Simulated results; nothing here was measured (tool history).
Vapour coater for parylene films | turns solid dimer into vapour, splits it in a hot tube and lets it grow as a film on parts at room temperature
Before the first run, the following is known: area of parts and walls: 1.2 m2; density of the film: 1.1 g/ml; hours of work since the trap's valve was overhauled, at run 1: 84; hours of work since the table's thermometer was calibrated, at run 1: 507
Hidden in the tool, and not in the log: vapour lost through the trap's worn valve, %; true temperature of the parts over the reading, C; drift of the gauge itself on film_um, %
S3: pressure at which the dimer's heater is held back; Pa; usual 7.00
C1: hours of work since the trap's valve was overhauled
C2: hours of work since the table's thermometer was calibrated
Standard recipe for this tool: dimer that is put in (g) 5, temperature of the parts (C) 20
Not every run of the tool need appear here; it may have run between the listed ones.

{"run": 1, "hour": 0.0, "dimer that is put in (g)": 5, "temperature of the parts (C)": 20, "S3": 7.0, "C1": 84, "C2": 507, "thickness of the film (nm)": 1780}
{"run": 2, "hour": 22.2, "dimer that is put in (g)": 5, "temperature of the parts (C)": 20, "S3": 7.0, "C1": 96, "C2": 519, "thickness of the film (nm)": 1750}
{"run": 3, "hour": 42.9, "dimer that is put in (g)": 5, "temperature of the parts (C)": 20, "S3": 7.0, "C1": 107, "C2": 530, "thickness of the film (nm)": 1720}
{"run": 4, "hour": 56.8, "dimer that is put in (g)": 5, "temperature of the parts (C)": 20, "S3": 7.0, "C1": 114, "C2": 537, "thickness of the film (nm)": 1760}
{"run": 5, "hour": 76.9, "dimer that is put in (g)": 5, "temperature of the parts (C)": 20, "S3": 7.0, "C1": 125, "C2": 548, "thickness of the film (nm)": 1720}
{"run": 6, "hour": 91.6, "dimer that is put in (g)": 5, "temperature of the parts (C)": 20, "S3": 11.75, "C1": 133, "C2": 556, "thickness of the film (nm)": 1680}
{"run": 7, "hour": 112.3, "dimer that is put in (g)": 5, "temperature of the parts (C)": 32, "S3": 7.0, "C1": 144, "C2": 567, "thickness of the film (nm)": 1030}
{"run": 8, "hour": 126.2, "dimer that is put in (g)": 2, "temperature of the parts (C)": 20, "S3": 7.0, "C1": 151, "C2": 574, "thickness of the film (nm)": 690}
{"run": 9, "hour": 146.0, "dimer that is put in (g)": 2, "temperature of the parts (C)": 20, "S3": 7.0, "C1": 162, "C2": 585, "thickness of the film (nm)": 710}
{"run": 10, "hour": 156.0, "dimer that is put in (g)": 2, "temperature of the parts (C)": 20, "S3": 7.0, "C1": 167, "C2": 590, "thickness of the film (nm)": 690}
{"run": 11, "hour": 174.9, "dimer that is put in (g)": 2, "temperature of the parts (C)": 20, "S3": 7.0, "C1": 177, "C2": 600, "thickness of the film (nm)": 710}
{"run": 12, "hour": 193.9, "dimer that is put in (g)": 7, "temperature of the parts (C)": 20, "S3": 7.0, "C1": 187, "C2": 611, "thickness of the film (nm)": 2440}
{"run": 13, "hour": 217.2, "dimer that is put in (g)": 7, "temperature of the parts (C)": 20, "S3": 7.0, "C1": 200, "C2": 623, "thickness of the film (nm)": 2450}
{"run": 14, "hour": 239.9, "dimer that is put in (g)": 7, "temperature of the parts (C)": 20, "S3": 10.12, "C1": 212, "C2": 635, "thickness of the film (nm)": 2380}
{"run": 15, "hour": 258.2, "dimer that is put in (g)": 7, "temperature of the parts (C)": 20, "S3": 10.12, "C1": 222, "C2": 645, "thickness of the film (nm)": 2330}
{"run": 16, "hour": 276.5, "dimer that is put in (g)": 3, "temperature of the parts (C)": 17, "S3": 8.42, "C1": 232, "C2": 655, "thickness of the film (nm)": 1190}
{"run": 17, "hour": 288.8, "dimer that is put in (g)": 3, "temperature of the parts (C)": 32, "S3": 9.64, "C1": 238, "C2": 661, "thickness of the film (nm)": 610}
{"run": 18, "hour": 304.5, "dimer that is put in (g)": 5, "temperature of the parts (C)": 30, "S3": 2.48, "C1": 247, "C2": 670, "thickness of the film (nm)": 1270}
{"run": 19, "hour": 327.6, "dimer that is put in (g)": 3, "temperature of the parts (C)": 16, "S3": 2.85, "C1": 259, "C2": 682, "thickness of the film (nm)": 1410}
{"run": 20, "hour": 346.1, "dimer that is put in (g)": 4, "temperature of the parts (C)": 12, "S3": 7.68, "C1": 269, "C2": 692, "thickness of the film (nm)": 1980}
{"run": 21, "hour": 359.1, "dimer that is put in (g)": 2, "temperature of the parts (C)": 18, "S3": 10.19, "C1": 276, "C2": 699, "thickness of the film (nm)": 740}
{"run": 22, "hour": 382.5, "dimer that is put in (g)": 5, "temperature of the parts (C)": 20, "S3": 4.57, "C1": 288, "C2": 712, "thickness of the film (nm)": 1840}
{"run": 23, "hour": 394.0, "dimer that is put in (g)": 4, "temperature of the parts (C)": 21, "S3": 7.0, "C1": 295, "C2": 718, "thickness of the film (nm)": 1330}
{"run": 24, "hour": 416.9, "dimer that is put in (g)": 5, "temperature of the parts (C)": 20, "S3": 2.25, "C1": 307, "C2": 730, "thickness of the film (nm)": 2040}
{"run": 25, "hour": 430.9, "dimer that is put in (g)": 4, "temperature of the parts (C)": 20, "S3": 2.62, "C1": 314, "C2": 737, "thickness of the film (nm)": 1620}
{"run": 26, "hour": 447.6, "dimer that is put in (g)": 2, "temperature of the parts (C)": 16, "S3": 7.0, "C1": 323, "C2": 746, "thickness of the film (nm)": 840}
{"hour": 465.1, "done": "trap's valve overhauled"}
{"run": 27, "hour": 473.1, "dimer that is put in (g)": 2, "temperature of the parts (C)": 16, "S3": 7.0, "C1": 4, "C2": 758, "thickness of the film (nm)": 830}
{"run": 28, "hour": 482.9, "dimer that is put in (g)": 2, "temperature of the parts (C)": 16, "S3": 7.0, "C1": 10, "C2": 763, "thickness of the film (nm)": 850}
{"run": 29, "hour": 498.3, "dimer that is put in (g)": 3, "temperature of the parts (C)": 14, "S3": 5.0, "C1": 18, "C2": 771, "thickness of the film (nm)": 1460}

Each row is a separate what-if for the run after 29, all from the same tool condition, not one after another. Results?
{"run": "A", "hour": 511.0, "dimer that is put in (g)": 3, "temperature of the parts (C)": 20, "S3": 7.0, "C1": 25, "C2": 778, "thickness of the film (nm)": "?"}
{"run": "B", "hour": 511.0, "dimer that is put in (g)": 8, "temperature of the parts (C)": 26, "S3": 3.27, "C1": 25, "C2": 778, "thickness of the film (nm)": "?"}
{"run": "C", "hour": 511.0, "dimer that is put in (g)": 5, "temperature of the parts (C)": 14, "S3": 7.0, "C1": 25, "C2": 778, "thickness of the film (nm)": "?"}
{"run": "D", "hour": 511.0, "dimer that is put in (g)": 2, "temperature of the parts (C)": 24, "S3": 10.2, "C1": 25, "C2": 778, "thickness of the film (nm)": "?"}

run=A thickness_of_the_film_(nm)=990
run=B thickness_of_the_film_(nm)=2400
run=C thickness_of_the_film_(nm)=2320
run=D thickness_of_the_film_(nm)=580
With the hidden condition removed and each run's random variation left untouched, the same runs would have given:
run=A thickness_of_the_film_(nm)=990
run=B thickness_of_the_film_(nm)=2400
run=C thickness_of_the_film_(nm)=2320
run=D thickness_of_the_film_(nm)=570

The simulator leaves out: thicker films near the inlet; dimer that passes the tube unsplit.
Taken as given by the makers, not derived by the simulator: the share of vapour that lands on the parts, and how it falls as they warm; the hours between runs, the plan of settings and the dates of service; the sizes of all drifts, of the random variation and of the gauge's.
